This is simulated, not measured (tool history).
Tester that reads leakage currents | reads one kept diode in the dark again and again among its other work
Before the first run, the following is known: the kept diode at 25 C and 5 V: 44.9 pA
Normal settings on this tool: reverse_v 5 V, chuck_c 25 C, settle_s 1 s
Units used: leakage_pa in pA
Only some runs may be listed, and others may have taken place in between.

run    day  reverse_v  chuck_c  settle_s  leakage_pa
  1      0          5       25         1       46.07
  2  0.646          5       25         1       46.13
  3  1.588          5       25         1       46.37
  4  2.788          5       25         1       46.24
  5  3.633          5       25         1        46.3
  6  4.538          5       25         1       46.23
  7  5.204          5       39       0.4      158.76
  8  5.942      13.09       37      1.04      236.96
  9  6.696      13.09       37      1.04      234.85
 10  7.621       1.41       20      8.39       13.18
 11  8.354       1.41       33      8.39       43.49
 12  9.612       3.95       42      9.98      174.55

5 options for the next run, each taken on its own from the tool as it stands now. Forecast them:
  A  10.792       2.52       42      0.57           ?
  B  10.792       2.07       23      0.31           ?
  C  10.792        4.6       30      2.19           ?
  D  10.792      11.92       54      9.98           ?
  E  10.792      11.91       33      2.15           ?

run  leakage_pa
  A      134.28
  B       23.73
  C       68.41
  D      878.05
  E      156.82
What these runs would have given with no unlogged condition in the tool:
run  leakage_pa
  A      134.38
  B       23.73
  C       68.43
  D      878.73
  E      156.85
